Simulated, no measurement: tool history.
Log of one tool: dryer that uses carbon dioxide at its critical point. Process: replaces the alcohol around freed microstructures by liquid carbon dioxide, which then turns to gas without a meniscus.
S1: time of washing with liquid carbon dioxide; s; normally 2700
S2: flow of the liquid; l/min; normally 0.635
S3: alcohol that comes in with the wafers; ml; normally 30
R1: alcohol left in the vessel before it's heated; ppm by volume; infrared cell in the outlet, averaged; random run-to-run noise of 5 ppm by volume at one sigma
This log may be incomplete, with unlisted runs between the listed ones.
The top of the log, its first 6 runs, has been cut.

run	hour	S1	S2	S3	R1
7	73.1	2700	0.635	30	37
8	83	1980	0.635	30	94
9	94.5	2700	0.635	30	51
10	109.4	2700	0.635	94	73
11	121.2	2700	0.635	80	71
12	129.8	2700	0.635	80	60
13	136.6	2700	0.611	80	81
14	151.8	2700	0.611	80	80
15	161.8	2700	0.611	80	87
16	177	2700	0.611	80	104
17	190.1	2700	0.611	80	84
# hour 196.5: inlet filter changed
18	199.3	3060	0.635	30	47
19	209.7	3060	0.635	30	44
20	223.1	3060	0.635	30	34
21	231.9	3060	0.635	30	43
22	242	2700	0.635	30	57
23	252.2	2700	0.635	30	53

Run 24 has not been measured yet. What should we expect?
24	262.7	2700	0.635	30	?

{"run 24": {"R1": 44}}
Were there no unlogged condition in the tool, this run, its random variation unchanged, would have produced R1 5 ppm by volume.
